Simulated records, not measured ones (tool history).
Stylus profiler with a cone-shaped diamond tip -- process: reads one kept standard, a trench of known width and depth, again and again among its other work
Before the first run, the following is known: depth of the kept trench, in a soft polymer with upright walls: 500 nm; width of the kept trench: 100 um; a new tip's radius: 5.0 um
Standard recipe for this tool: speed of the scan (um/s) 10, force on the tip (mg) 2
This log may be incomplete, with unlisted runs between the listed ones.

run,hour,speed of the scan (um/s),force on the tip (mg),depth of the trench (angstrom),width of the trench's floor (nm)
1,0,10,2,5045.3,94480
2,38.2,10,2,5046.5,94530
3,86.1,10,2,5044.7,94490
4,150.1,10,2,5041.2,94370
5,202.8,10,2,5042.6,94410
6,252.1,10,2,5043.9,94330
7,299.8,10,2,5042.1,94370
8,342.2,10,2,5038.2,94350
9,378.6,22,2,5040,94140
10,422.9,22,2,5041.4,94200
11,465.6,10,2,5038.4,94250
12,506.4,10,2,5041.4,94190
13,569,10,2,5039.3,94200
14,597.2,10,2,5037.2,94150
15,637.2,10,2,5037,94180
# hour 692.9: height scale calibrated on a step standard
16,692.9,10,2,5063.4,94170
17,722.7,10,1.5,5052.9,94080
18,753.9,10,1.5,5049.3,94060
19,811.5,10,1.5,5050.4,94060
20,854.2,10,1.4,5046.2,93970
21,889.5,10,1.14,5040.7,93990
22,915.9,10,1.14,5041.8,93940
23,958.6,10,1.14,5040.8,93910
24,1006.8,3,0.86,5034,93920
25,1067.4,4,0.74,5027.1,93910
26,1123.1,10,2.79,5074.4,93880
27,1183.8,13,2,5057.4,93860
28,1242.9,7,3.95,5092.7,93820
29,1302.3,7,3.95,5091.8,93830
30,1342.4,7,3.95,5092,93830
31,1386.6,7,3.95,5092.1,93750
32,1444.9,6,0.96,5029.9,93700
33,1492.6,6,0.96,5029.3,93700
34,1525.5,2,1.72,5048.4,93720
35,1552,13,2,5052.3,93600
36,1602.8,15,1.19,5035.2,93560
37,1634.6,15,1.19,5033.1,93580
38,1699.1,2,2.82,5068.7,93630
39,1749.5,4,4.16,5091,93630
40,1797,4,4.16,5090.7,93600
41,1837.5,4,4.16,5090.4,93530
42,1897.5,20,1.02,5024,93330
43,1923.7,27,5.74,5112.3,93460
44,1950.5,27,5.74,5113.3,93390
45,1994.4,31,1.78,5041.3,93230

What if the next run were any one of these 4? Each begins from the tool's condition after run 45:
A,2032.4,10,1.76,?,?
B,2032.4,10,1.49,?,?
C,2032.4,3,2.4,?,?
D,2032.4,35,1.08,?,?

run,depth of the trench (angstrom),width of the trench's floor (nm)
A,5042.1,93370
B,5034.6,93420
C,5054.3,93440
D,5026.5,93090
Had the tool no hidden state, the same runs would have come out as:
run,depth of the trench (angstrom),width of the trench's floor (nm)
A,5058.4,95540
B,5050.9,95590
C,5070.7,95610
D,5042.8,95260
